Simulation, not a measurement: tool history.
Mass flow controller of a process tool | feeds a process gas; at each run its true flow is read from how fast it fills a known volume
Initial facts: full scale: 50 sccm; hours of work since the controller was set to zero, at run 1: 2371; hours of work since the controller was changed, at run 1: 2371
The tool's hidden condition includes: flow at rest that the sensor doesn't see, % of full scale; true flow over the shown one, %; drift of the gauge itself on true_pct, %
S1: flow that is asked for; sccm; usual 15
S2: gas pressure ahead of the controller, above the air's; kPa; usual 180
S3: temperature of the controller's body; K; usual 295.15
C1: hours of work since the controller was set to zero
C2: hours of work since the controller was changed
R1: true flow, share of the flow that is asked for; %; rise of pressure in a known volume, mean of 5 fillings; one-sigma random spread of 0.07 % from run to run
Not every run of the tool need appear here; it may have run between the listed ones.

{"run": 1, "hour": 0.0, "S1": 15, "S2": 180, "S3": 295.15, "C1": 2371, "C2": 2371, "R1": 99.76}
{"run": 2, "hour": 129.6, "S1": 15, "S2": 180, "S3": 295.15, "C1": 2472, "C2": 2472, "R1": 99.77}
{"run": 3, "hour": 249.7, "S1": 15, "S2": 180, "S3": 295.15, "C1": 2566, "C2": 2566, "R1": 99.82}
{"run": 4, "hour": 432.1, "S1": 15, "S2": 180, "S3": 295.15, "C1": 2708, "C2": 2708, "R1": 99.94}
{"run": 5, "hour": 594.6, "S1": 24, "S2": 180, "S3": 295.15, "C1": 2834, "C2": 2834, "R1": 100.22}
{"run": 6, "hour": 784.2, "S1": 15, "S2": 180, "S3": 311.15, "C1": 2982, "C2": 2982, "R1": 100.89}
{"run": 7, "hour": 887.2, "S1": 15, "S2": 180, "S3": 301.15, "C1": 3062, "C2": 3062, "R1": 100.37}
{"run": 8, "hour": 1035.1, "S1": 15, "S2": 163, "S3": 295.15, "C1": 3177, "C2": 3177, "R1": 100.08}
{"run": 9, "hour": 1237.1, "S1": 15, "S2": 163, "S3": 295.15, "C1": 3334, "C2": 3334, "R1": 100.34}
{"run": 10, "hour": 1333.7, "S1": 15, "S2": 168, "S3": 295.15, "C1": 3409, "C2": 3409, "R1": 100.29}
{"run": 11, "hour": 1492.0, "S1": 15, "S2": 168, "S3": 295.15, "C1": 3532, "C2": 3532, "R1": 100.34}
{"run": 12, "hour": 1600.2, "S1": 15, "S2": 168, "S3": 295.15, "C1": 3616, "C2": 3616, "R1": 100.29}
{"run": 13, "hour": 1729.2, "S1": 15, "S2": 180, "S3": 295.15, "C1": 3717, "C2": 3717, "R1": 100.35}
{"run": 14, "hour": 1884.6, "S1": 15, "S2": 180, "S3": 295.15, "C1": 3838, "C2": 3838, "R1": 100.45}
{"run": 15, "hour": 2009.1, "S1": 15, "S2": 180, "S3": 295.15, "C1": 3935, "C2": 3935, "R1": 100.45}
{"run": 16, "hour": 2175.4, "S1": 15, "S2": 180, "S3": 310.15, "C1": 4064, "C2": 4064, "R1": 101.37}
{"run": 17, "hour": 2358.0, "S1": 15, "S2": 180, "S3": 310.15, "C1": 4206, "C2": 4206, "R1": 101.39}
{"run": 18, "hour": 2541.9, "S1": 15, "S2": 180, "S3": 295.15, "C1": 4349, "C2": 4349, "R1": 100.84}
{"run": 19, "hour": 2678.2, "S1": 15, "S2": 180, "S3": 295.15, "C1": 4455, "C2": 4455, "R1": 100.71}
{"run": 20, "hour": 2862.3, "S1": 15, "S2": 180, "S3": 295.15, "C1": 4598, "C2": 4598, "R1": 100.86}
{"run": 21, "hour": 2984.8, "S1": 15, "S2": 180, "S3": 296.15, "C1": 4694, "C2": 4694, "R1": 100.97}
{"run": 22, "hour": 3113.8, "S1": 11, "S2": 180, "S3": 295.15, "C1": 4794, "C2": 4794, "R1": 101.19}
{"run": 23, "hour": 3299.4, "S1": 11, "S2": 180, "S3": 295.15, "C1": 4938, "C2": 4938, "R1": 101.43}
{"run": 24, "hour": 3448.5, "S1": 15, "S2": 277, "S3": 294.15, "C1": 5054, "C2": 5054, "R1": 101.16}
{"run": 25, "hour": 3550.0, "S1": 15, "S2": 277, "S3": 294.15, "C1": 5133, "C2": 5133, "R1": 101.23}
{"run": 26, "hour": 3686.7, "S1": 48, "S2": 142, "S3": 305.15, "C1": 5240, "C2": 5240, "R1": 101.87}
{"run": 27, "hour": 3795.7, "S1": 48, "S2": 142, "S3": 305.15, "C1": 5325, "C2": 5325, "R1": 101.95}
{"run": 28, "hour": 3895.6, "S1": 19, "S2": 238, "S3": 297.15, "C1": 5402, "C2": 5402, "R1": 101.2}
{"run": 29, "hour": 4003.5, "S1": 9, "S2": 147, "S3": 295.15, "C1": 5486, "C2": 5486, "R1": 102.12}
{"run": 30, "hour": 4171.0, "S1": 16, "S2": 180, "S3": 293.15, "C1": 5617, "C2": 5617, "R1": 101.3}
{"run": 31, "hour": 4312.6, "S1": 30, "S2": 237, "S3": 295.15, "C1": 5727, "C2": 5727, "R1": 101.2}
{"run": 32, "hour": 4521.6, "S1": 30, "S2": 180, "S3": 295.15, "C1": 5889, "C2": 5889, "R1": 101.35}
{"run": 33, "hour": 4702.1, "S1": 30, "S2": 273, "S3": 295.15, "C1": 6030, "C2": 6030, "R1": 101.55}
{"run": 34, "hour": 4816.4, "S1": 30, "S2": 273, "S3": 295.15, "C1": 6119, "C2": 6119, "R1": 101.68}
{"run": 35, "hour": 4950.7, "S1": 30, "S2": 273, "S3": 295.15, "C1": 6223, "C2": 6223, "R1": 101.55}
{"run": 36, "hour": 5056.5, "S1": 7, "S2": 182, "S3": 294.15, "C1": 6306, "C2": 6306, "R1": 103.51}
{"run": 37, "hour": 5228.5, "S1": 15, "S2": 273, "S3": 297.15, "C1": 6439, "C2": 6439, "R1": 102.13}
{"run": 38, "hour": 5345.4, "S1": 13, "S2": 225, "S3": 295.15, "C1": 6530, "C2": 6530, "R1": 102.01}
{"run": 39, "hour": 5539.1, "S1": 14, "S2": 259, "S3": 297.15, "C1": 6681, "C2": 6681, "R1": 102.25}
{"run": 40, "hour": 5652.5, "S1": 5, "S2": 157, "S3": 295.15, "C1": 6769, "C2": 6769, "R1": 105.52}
{"run": 41, "hour": 5786.3, "S1": 12, "S2": 246, "S3": 295.15, "C1": 6873, "C2": 6873, "R1": 102.58}
{"run": 42, "hour": 5879.1, "S1": 5, "S2": 227, "S3": 299.15, "C1": 6946, "C2": 6946, "R1": 105.97}
{"run": 43, "hour": 5995.8, "S1": 29, "S2": 258, "S3": 302.15, "C1": 7036, "C2": 7036, "R1": 102.2}
{"run": 44, "hour": 6188.6, "S1": 29, "S2": 258, "S3": 302.15, "C1": 7186, "C2": 7186, "R1": 102.28}
{"run": 45, "hour": 6369.6, "S1": 8, "S2": 191, "S3": 298.15, "C1": 7327, "C2": 7327, "R1": 104.08}

Measured less the same run without the tool's hidden state. The same run-to-run variation is in both; the gauge's scatter may not be:
run=1 R1=+1.34
run=2 R1=+1.40
run=3 R1=+1.45
run=4 R1=+1.52
run=5 R1=+1.28
run=6 R1=+1.66
run=7 R1=+1.70
run=8 R1=+1.76
run=9 R1=+1.85
run=10 R1=+1.88
run=11 R1=+1.94
run=12 R1=+1.98
run=13 R1=+2.04
run=14 R1=+2.10
run=15 R1=+2.15
run=16 R1=+2.22
run=17 R1=+2.29
run=18 R1=+2.37
run=19 R1=+2.43
run=20 R1=+2.50
run=21 R1=+2.55
run=22 R1=+3.10
run=23 R1=+3.19
run=24 R1=+2.73
run=25 R1=+2.78
run=26 R1=+1.79
run=27 R1=+1.81
run=28 R1=+2.58
run=29 R1=+4.00
run=30 R1=+2.92
run=31 R1=+2.25
run=32 R1=+2.31
run=33 R1=+2.37
run=34 R1=+2.40
run=35 R1=+2.44
run=36 R1=+5.46
run=37 R1=+3.44
run=38 R1=+3.78
run=39 R1=+3.71
run=40 R1=+7.53
run=41 R1=+4.16
run=42 R1=+7.71
run=43 R1=+2.77
run=44 R1=+2.82
run=45 R1=+5.75

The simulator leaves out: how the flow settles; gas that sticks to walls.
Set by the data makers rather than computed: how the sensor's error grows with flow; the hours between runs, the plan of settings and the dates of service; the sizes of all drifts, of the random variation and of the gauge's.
